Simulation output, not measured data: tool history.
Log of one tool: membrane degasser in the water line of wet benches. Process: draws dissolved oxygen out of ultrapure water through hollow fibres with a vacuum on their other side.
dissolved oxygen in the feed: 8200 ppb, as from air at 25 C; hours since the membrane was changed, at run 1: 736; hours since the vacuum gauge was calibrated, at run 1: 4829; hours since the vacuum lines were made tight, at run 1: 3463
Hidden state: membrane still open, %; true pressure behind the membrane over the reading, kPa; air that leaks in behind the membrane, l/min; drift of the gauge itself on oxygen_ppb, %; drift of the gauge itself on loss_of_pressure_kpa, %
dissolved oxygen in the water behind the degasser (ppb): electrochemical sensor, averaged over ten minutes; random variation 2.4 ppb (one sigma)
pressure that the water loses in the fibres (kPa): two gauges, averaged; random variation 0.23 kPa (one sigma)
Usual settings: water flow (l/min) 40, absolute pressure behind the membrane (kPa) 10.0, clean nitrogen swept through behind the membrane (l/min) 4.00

| run | hour | water flow (l/min) | absolute pressure behind the membrane (kPa) | clean nitrogen swept through behind the membrane (l/min) | hours since the membrane was changed | hours since the vacuum gauge was calibrated | hours since the vacuum lines were made tight | dissolved oxygen in the water behind the degasser (ppb) | pressure that the water loses in the fibres (kPa) |
|---|---|---|---|---|---|---|---|---|---|
| 1 | 0.0 | 40 | 10.0 | 4.00 | 736 | 4829 | 3463 | 238.6 | 60.19 |
| 2 | 78.9 | 27 | 10.0 | 4.00 | 815 | 4908 | 3542 | 129.0 | 40.37 |
| 3 | 165.7 | 27 | 8.3 | 4.00 | 902 | 4994 | 3628 | 101.8 | 40.28 |
| 4 | 225.9 | 27 | 8.3 | 4.00 | 962 | 5054 | 3689 | 102.1 | 40.86 |
| 5 | 305.5 | 27 | 8.3 | 4.00 | 1042 | 5134 | 3768 | 103.5 | 40.17 |
| 6 | 375.6 | 27 | 16.3 | 4.00 | 1112 | 5204 | 3838 | 229.5 | 40.50 |
| 7 | 473.2 | 40 | 24.8 | 4.00 | 1210 | 5302 | 3936 | 557.9 | 59.27 |
| 8 | 616.7 | 40 | 9.9 | 2.19 | 1353 | 5445 | 4079 | 341.2 | 59.35 |
| 9 | 725.4 | 39 | 21.3 | 9.20 | 1462 | 5554 | 4188 | 259.1 | 57.72 |
| 10 | 795.9 | 39 | 21.3 | 9.20 | 1532 | 5625 | 4259 | 257.5 | 57.79 |
| 11 | 884.0 | 40 | 8.0 | 2.40 | 1620 | 5713 | 4347 | 266.6 | 59.46 |
|  | 922.5 | seals of the vacuum lines changed |
| 12 | 1031.1 | 38 | 7.5 | 4.00 | 1766 | 5858 | 109 | 163.4 | 56.30 |
| 13 | 1127.5 | 40 | 25.0 | 4.00 | 1862 | 5954 | 205 | 560.8 | 59.20 |

3 ways to go on from here, each from the tool as it stands after run 13. What would each give?
| A | 1271.8 | 47 | 17.2 | 1.65 | 2006 | 6098 | 349 | ? | ? |
| B | 1271.8 | 56 | 10.0 | 4.00 | 2006 | 6098 | 349 | ? | ? |
| C | 1271.8 | 40 | 25.0 | 2.44 | 2006 | 6098 | 349 | ? | ? |

| run | dissolved oxygen in the water behind the degasser (ppb) | pressure that the water loses in the fibres (kPa) |
|---|---|---|
| A | 917.8 | 69.70 |
| B | 419.3 | 83.32 |
| C | 809.2 | 59.31 |
Without the tool's hidden state the same runs would have given:
| run | dissolved oxygen in the water behind the degasser (ppb) | pressure that the water loses in the fibres (kPa) |
|---|---|---|
| A | 917.1 | 70.45 |
| B | 418.8 | 84.22 |
| C | 808.8 | 59.95 |

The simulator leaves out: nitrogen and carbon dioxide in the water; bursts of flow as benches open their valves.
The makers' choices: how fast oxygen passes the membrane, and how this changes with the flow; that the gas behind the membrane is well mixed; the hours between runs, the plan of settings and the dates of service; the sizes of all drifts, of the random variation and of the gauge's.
